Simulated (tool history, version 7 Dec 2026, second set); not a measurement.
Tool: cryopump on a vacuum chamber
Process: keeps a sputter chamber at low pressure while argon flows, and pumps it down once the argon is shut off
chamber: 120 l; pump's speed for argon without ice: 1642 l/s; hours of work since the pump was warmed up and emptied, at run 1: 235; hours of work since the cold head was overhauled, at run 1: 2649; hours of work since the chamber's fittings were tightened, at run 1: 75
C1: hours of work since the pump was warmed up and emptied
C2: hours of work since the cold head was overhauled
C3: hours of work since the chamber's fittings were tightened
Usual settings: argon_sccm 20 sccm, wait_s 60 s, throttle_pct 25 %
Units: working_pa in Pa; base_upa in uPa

{"run": 1, "day": 0.0, "argon_sccm": 20, "wait_s": 60, "throttle_pct": 25, "C1": 235, "C2": 2649, "C3": 75, "working_pa": 0.0915, "base_upa": 1.2}
{"run": 2, "day": 1.975, "argon_sccm": 20, "wait_s": 60, "throttle_pct": 25, "C1": 276, "C2": 2691, "C3": 117, "working_pa": 0.093, "base_upa": 1.28}
{"day": 4.375, "done": "pump warmed up, emptied and cooled again"}
{"run": 3, "day": 5.308, "argon_sccm": 20, "wait_s": 60, "throttle_pct": 25, "C1": 20, "C2": 2757, "C3": 183, "working_pa": 0.0824, "base_upa": 1.17}
{"run": 4, "day": 9.458, "argon_sccm": 20, "wait_s": 60, "throttle_pct": 25, "C1": 108, "C2": 2845, "C3": 271, "working_pa": 0.0853, "base_upa": 1.24}
{"run": 5, "day": 13.042, "argon_sccm": 20, "wait_s": 60, "throttle_pct": 52, "C1": 183, "C2": 2921, "C3": 347, "working_pa": 0.0456, "base_upa": 1.32}
{"run": 6, "day": 17.088, "argon_sccm": 20, "wait_s": 60, "throttle_pct": 52, "C1": 269, "C2": 3006, "C3": 432, "working_pa": 0.0483, "base_upa": 1.44}
{"day": 19.971, "done": "pump warmed up, emptied and cooled again"}
{"run": 7, "day": 20.983, "argon_sccm": 20, "wait_s": 60, "throttle_pct": 52, "C1": 21, "C2": 3085, "C3": 510, "working_pa": 0.0412, "base_upa": 1.3}
{"run": 8, "day": 23.762, "argon_sccm": 20, "wait_s": 60, "throttle_pct": 52, "C1": 80, "C2": 3143, "C3": 569, "working_pa": 0.043, "base_upa": 1.34}
{"run": 9, "day": 27.879, "argon_sccm": 20, "wait_s": 186, "throttle_pct": 25, "C1": 167, "C2": 3231, "C3": 656, "working_pa": 0.0878, "base_upa": 0.92}
{"run": 10, "day": 30.908, "argon_sccm": 20, "wait_s": 60, "throttle_pct": 25, "C1": 232, "C2": 3295, "C3": 720, "working_pa": 0.09, "base_upa": 1.57}
{"run": 11, "day": 33.6, "argon_sccm": 20, "wait_s": 60, "throttle_pct": 25, "C1": 289, "C2": 3352, "C3": 777, "working_pa": 0.0922, "base_upa": 1.64}
{"day": 35.471, "done": "pump warmed up, emptied and cooled again"}
{"run": 12, "day": 35.471, "argon_sccm": 20, "wait_s": 60, "throttle_pct": 45, "C1": 0, "C2": 3387, "C3": 813, "working_pa": 0.0471, "base_upa": 1.38}
{"run": 13, "day": 37.5, "argon_sccm": 20, "wait_s": 60, "throttle_pct": 45, "C1": 43, "C2": 3430, "C3": 856, "working_pa": 0.0468, "base_upa": 1.42}
{"run": 14, "day": 40.525, "argon_sccm": 20, "wait_s": 60, "throttle_pct": 45, "C1": 107, "C2": 3494, "C3": 920, "working_pa": 0.0496, "base_upa": 1.43}
{"run": 15, "day": 44.054, "argon_sccm": 30, "wait_s": 26, "throttle_pct": 17, "C1": 182, "C2": 3569, "C3": 994, "working_pa": 0.1891, "base_upa": 2.66}
{"run": 16, "day": 47.283, "argon_sccm": 30, "wait_s": 26, "throttle_pct": 17, "C1": 250, "C2": 3637, "C3": 1063, "working_pa": 0.1943, "base_upa": 2.93}
{"run": 17, "day": 49.875, "argon_sccm": 29, "wait_s": 21, "throttle_pct": 24, "C1": 305, "C2": 3692, "C3": 1118, "working_pa": 0.1411, "base_upa": 3.49}
{"day": 51.046, "done": "pump warmed up, emptied and cooled again"}
{"run": 18, "day": 53.771, "argon_sccm": 11, "wait_s": 60, "throttle_pct": 18, "C1": 58, "C2": 3770, "C3": 1196, "working_pa": 0.0646, "base_upa": 1.59}
{"run": 19, "day": 55.562, "argon_sccm": 12, "wait_s": 21, "throttle_pct": 38, "C1": 96, "C2": 3808, "C3": 1234, "working_pa": 0.0342, "base_upa": 3.2}
{"run": 20, "day": 57.862, "argon_sccm": 12, "wait_s": 21, "throttle_pct": 38, "C1": 144, "C2": 3857, "C3": 1282, "working_pa": 0.0351, "base_upa": 3.38}
{"run": 21, "day": 61.762, "argon_sccm": 12, "wait_s": 62, "throttle_pct": 20, "C1": 227, "C2": 3939, "C3": 1365, "working_pa": 0.0667, "base_upa": 1.84}
{"run": 22, "day": 65.079, "argon_sccm": 12, "wait_s": 62, "throttle_pct": 20, "C1": 297, "C2": 4009, "C3": 1435, "working_pa": 0.0679, "base_upa": 1.89}
{"day": 66.575, "done": "pump warmed up, emptied and cooled again"}
{"run": 23, "day": 69.4, "argon_sccm": 13, "wait_s": 60, "throttle_pct": 40, "C1": 60, "C2": 4096, "C3": 1522, "working_pa": 0.034, "base_upa": 1.71}
{"run": 24, "day": 72.212, "argon_sccm": 13, "wait_s": 60, "throttle_pct": 40, "C1": 119, "C2": 4156, "C3": 1582, "working_pa": 0.0353, "base_upa": 1.81}
{"day": 72.558, "done": "leaking fittings of the chamber tightened, without venting"}
{"run": 25, "day": 75.258, "argon_sccm": 24, "wait_s": 91, "throttle_pct": 43, "C1": 182, "C2": 4219, "C3": 57, "working_pa": 0.0656, "base_upa": 0.91}

5 ways to go on from here, each from the tool as it stands after run 25. What would each give?
{"run": "A", "day": 78.196, "argon_sccm": 24, "wait_s": 275, "throttle_pct": 43, "C1": 244, "C2": 4281, "C3": 119, "working_pa": "?", "base_upa": "?"}
{"run": "B", "day": 78.196, "argon_sccm": 25, "wait_s": 91, "throttle_pct": 43, "C1": 244, "C2": 4281, "C3": 119, "working_pa": "?", "base_upa": "?"}
{"run": "C", "day": 78.196, "argon_sccm": 23, "wait_s": 27, "throttle_pct": 16, "C1": 244, "C2": 4281, "C3": 119, "working_pa": "?", "base_upa": "?"}
{"run": "D", "day": 78.196, "argon_sccm": 20, "wait_s": 60, "throttle_pct": 57, "C1": 244, "C2": 4281, "C3": 119, "working_pa": "?", "base_upa": "?"}
{"run": "E", "day": 78.196, "argon_sccm": 24, "wait_s": 91, "throttle_pct": 22, "C1": 244, "C2": 4281, "C3": 119, "working_pa": "?", "base_upa": "?"}

run=A working_pa=0.067 base_upa=0.61
run=B working_pa=0.0712 base_upa=0.97
run=C working_pa=0.1577 base_upa=2.35
run=D working_pa=0.0451 base_upa=1.27
run=E working_pa=0.1224 base_upa=0.96
Without the tool's hidden state the same runs would have given:
run=A working_pa=0.0566 base_upa=0.4
run=B working_pa=0.0602 base_upa=0.76
run=C working_pa=0.1477 base_upa=2.14
run=D working_pa=0.0364 base_upa=1.06
run=E working_pa=0.112 base_upa=0.75
